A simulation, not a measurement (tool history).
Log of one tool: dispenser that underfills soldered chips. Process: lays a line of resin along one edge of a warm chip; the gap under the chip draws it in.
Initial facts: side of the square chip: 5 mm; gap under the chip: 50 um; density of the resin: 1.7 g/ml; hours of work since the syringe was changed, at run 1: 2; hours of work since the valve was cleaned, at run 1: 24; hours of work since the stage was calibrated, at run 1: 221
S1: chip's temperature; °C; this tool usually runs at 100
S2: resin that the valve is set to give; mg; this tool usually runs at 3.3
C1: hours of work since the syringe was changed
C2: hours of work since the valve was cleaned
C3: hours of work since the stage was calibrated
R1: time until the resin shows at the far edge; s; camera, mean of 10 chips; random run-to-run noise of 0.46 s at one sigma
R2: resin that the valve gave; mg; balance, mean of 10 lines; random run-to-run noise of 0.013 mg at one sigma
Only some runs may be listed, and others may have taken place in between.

run    day   S1    S2  C1  C2   C3    R1    R2
  1      0  100   3.3   2  24  221  36.7  3.23
  2  0.254  100   3.3   6  28  225  43.4  3.23
     0.325  -- new syringe of resin
  3  0.617  100   3.3   5  34  230  42.2  3.23
     0.796  -- new syringe of resin
  4  0.929  100   3.3   2  39  235  38.2   3.2
  5  1.146  100   3.3   6  42  238  42.4  3.21
     1.246  -- new syringe of resin
  6  1.479  100   3.3   4  47  244  39.8  3.21
     1.571  -- dispensing valve cleaned and set on the balance
     1.733  -- new syringe of resin
  7  1.754  104   3.3   0   3  247  30.7   3.3
  8  1.929  104   3.3   3   5  250  33.9   3.3
     2.183  -- new syringe of resin
  9  2.183  110   3.3   0   9  254  24.5  3.29
 10  2.508  100   3.3   5  14  259  41.8   3.3
     2.642  -- new syringe of resin
 11  2.717  100   3.3   1  17  262  34.9  3.26
 12  3.067  107   3.3   7  23  267  34.8  3.24
     3.096  -- new syringe of resin
 13  3.346  113   3.3   4  27  272  26.5  3.25
 14  3.492  100  3.04   6  30  274  43.2  2.99
     3.567  -- new syringe of resin
 15  3.796   87   3.3   4  34  278  62.7  3.25
 16  3.962  100     4   6  37  281  43.1  3.95
     4.012  -- new syringe of resin
 17  4.246   97   3.3   4  41  285  43.1  3.22
     4.475  -- new syringe of resin
 18  4.617   97   3.3   2  47  291  41.9  3.23
     4.738  -- dispensing valve cleaned and set on the balance
 19  4.883  100  4.06   6   2  295  42.5  4.06
     4.967  -- new syringe of resin
 20  5.058  100  4.06   1   5  297  35.1  4.06
 21  5.379   96   3.3   7  10  302  51.4  3.28
     5.421  -- new syringe of resin
 22    5.7  104  3.52   4  15  307  34.6  3.49
     5.871  -- new syringe of resin
 23  6.054  102  3.32   3  20  313  35.2   3.3
 24  6.221  102   2.8   6  23  315  41.6  2.75
     6.321  -- new syringe of resin
 25  6.596  112  2.98   4  29  321  27.6  2.94
     6.771  -- new syringe of resin
 26  6.804   89  2.84   1  32  324  51.2   2.8
 27  7.112   95  3.36   5  37  329  48.5  3.31
     7.225  -- new syringe of resin
 28  7.279   95  3.36   1  39  331  41.3  3.31
     7.417  -- stage's temperature calibrated
 29  7.512  108  3.01   4  42    2    33  2.96
     7.712  -- new syringe of resin
 30  7.833  108   3.2   2  47    6    30  3.14
     7.942  -- dispensing valve cleaned and set on the balance
 31  8.075  100  3.55   5   2   10  43.3  3.56
     8.217  -- new syringe of resin
 32  8.342   85  3.46   2   6   14  63.9  3.44
 33  8.508  105     4   5   9   16  35.1     4
     8.688  -- new syringe of resin
 34  8.783   94  3.45   2  13   20  46.5  3.44
 35  8.971   94  3.45   4  16   23  52.1  3.41

Pick out some run-to-run changes in R1. Of each, how much would a tool without hidden state show as well, from the settings, what came in and chance, and how much is left for the hidden state and any gauge scatter not in both results compared?
Unlogged tool condition in this case: resin's viscosity, % of fresh resin's; dose that the valve gives, % of what is set; true chip temperature over the reading, C; drift of the gauge itself on fill_s, %; drift of the gauge itself on given_mg, %.
Run 9 -> 10: S1 110 -> 100. R1 +17.3 s: hidden state +7.2, all else +10.1.
Run 20 -> 21: S1 100 -> 96, S2 4.06 -> 3.3. R1 +16.3 s: hidden state +9.1, all else +7.2.
Run 25 -> 26: S1 112 -> 89, S2 2.98 -> 2.84, new syringe of resin. R1 +23.6 s: hidden state -4.9, all else +28.5.
Run 26 -> 27: S1 89 -> 95, S2 2.84 -> 3.36. R1 -2.7 s: hidden state +8.6, all else -11.3.
Run 31 -> 32: S1 100 -> 85, S2 3.55 -> 3.46, new syringe of resin. R1 +20.6 s: hidden state -3.9, all else +24.5.
Run 32 -> 33: S1 85 -> 105, S2 3.46 -> 4. R1 -28.8 s: hidden state +1.1, all else -29.9.
